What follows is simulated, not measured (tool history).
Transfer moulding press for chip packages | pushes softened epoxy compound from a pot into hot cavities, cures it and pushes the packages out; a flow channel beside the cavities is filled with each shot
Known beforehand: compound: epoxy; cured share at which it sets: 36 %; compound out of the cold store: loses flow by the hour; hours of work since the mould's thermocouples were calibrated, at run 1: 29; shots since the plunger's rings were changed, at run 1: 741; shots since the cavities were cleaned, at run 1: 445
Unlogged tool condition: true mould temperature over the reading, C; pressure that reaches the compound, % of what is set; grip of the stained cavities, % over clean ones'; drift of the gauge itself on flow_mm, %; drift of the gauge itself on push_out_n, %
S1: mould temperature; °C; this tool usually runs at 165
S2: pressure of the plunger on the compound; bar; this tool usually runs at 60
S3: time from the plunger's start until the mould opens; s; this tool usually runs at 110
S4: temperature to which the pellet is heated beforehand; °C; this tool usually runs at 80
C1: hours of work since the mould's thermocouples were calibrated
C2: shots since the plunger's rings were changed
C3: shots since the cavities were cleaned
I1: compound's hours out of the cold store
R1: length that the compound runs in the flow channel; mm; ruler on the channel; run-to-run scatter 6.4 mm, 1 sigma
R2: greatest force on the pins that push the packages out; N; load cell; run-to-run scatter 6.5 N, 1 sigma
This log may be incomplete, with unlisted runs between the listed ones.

run,hour,S1,S2,S3,S4,C1,C2,C3,I1,R1,R2
1,0,165,60,110,80,29,741,445,23.7,771,412
2,41.1,165,60,110,80,55,1139,843,28.9,752,412
# hour 78.7: cavities cleaned with cleaning compound and waxed
3,95.9,165,60,110,80,89,1657,168,43.9,677,330
4,157,165,65.9,110,80,128,2250,761,24,800,415
5,194.3,165,65.9,110,80,151,2611,1122,23.1,804,439
# hour 204: cavities cleaned with cleaning compound and waxed
6,238.6,165,65.9,110,80,178,3027,336,36.1,738,358
7,306.3,165,46,110,80,221,3683,992,40.4,594,428
# hour 328.1: cavities cleaned with cleaning compound and waxed
8,340,165,46,110,80,241,3996,115,26.7,651,295
9,412.6,165,46,110,80,287,4700,819,9,705,452
# hour 453.4: cavities cleaned with cleaning compound and waxed
10,472.2,165,46,110,80,324,5264,183,18.3,672,321
11,524.4,165,46,110,80,357,5771,690,14,673,410
# hour 532.2: mould's thermocouples calibrated
# hour 556.4: plunger's sealing rings changed
12,562.1,165,60,113,80,17,55,1011,27.3,765,434
# hour 584: cavities cleaned with cleaning compound and waxed
13,629.8,165,60,110,80,59,698,444,27.6,765,384
14,701.9,165,60,110,80,105,1398,1144,14.1,815,467
# hour 713: cavities cleaned with cleaning compound and waxed
15,776.1,165,64.5,110,88,151,2103,613,43.7,712,412
# hour 836.8: cavities cleaned with cleaning compound and waxed
16,847.2,165,64.5,110,88,195,2778,101,36.7,742,308
17,890.6,165,64.5,110,88,223,3199,522,41.7,708,396
18,948,161,73.6,110,88,259,3756,1079,19.9,866,562
# hour 959.5: mould's thermocouples calibrated, once more
# hour 966.4: cavities cleaned with cleaning compound and waxed
19,1006.1,162,54.1,97,83,29,4286,385,46.9,631,487
20,1043.9,160,53.1,97,82,53,4653,752,40.3,647,673
# hour 1093.4: cavities cleaned with cleaning compound and waxed
21,1102.9,160,53.1,125,82,89,5211,92,28.4,677,313
22,1164.5,169,53.9,125,77,128,5809,690,37.9,627,359
# hour 1186.3: plunger's sealing rings changed
# hour 1225: cavities cleaned with cleaning compound and waxed
23,1225,162,46,120,77,164,361,0,27.1,680,265
24,1255,162,46,120,77,183,651,290,32.1,648,355
25,1328.4,164,53.7,96,85,229,1363,1002,38.2,675,516
# hour 1350.9: cavities cleaned with cleaning compound and waxed
26,1381,167,60,110,80,262,1860,293,22.4,772,333
27,1447.7,165,61.5,110,80,304,2506,939,44.8,681,417
# hour 1475.3: cavities cleaned with cleaning compound and waxed
28,1494.8,165,51.6,143,80,333,2949,189,10.2,759,303

Consider 4 possible next runs. They are alternatives, not a sequence: every one starts from the tool as it was left by run 28. What does each give?
A,1535.1,165,51.6,96,80,358,3340,580,34.2,?,?
B,1535.1,168,51.6,91,80,358,3340,580,30.5,?,?
C,1535.1,165,60,139,80,358,3340,580,39.7,?,?
D,1535.1,165,51.6,92,80,358,3340,580,37.4,?,?

run,R1,R2
A,662,482
B,673,451
C,691,372
D,640,510
What these runs would have given with no unlogged condition in the tool:
run,R1,R2
A,689,299
B,701,279
C,719,235
D,666,317
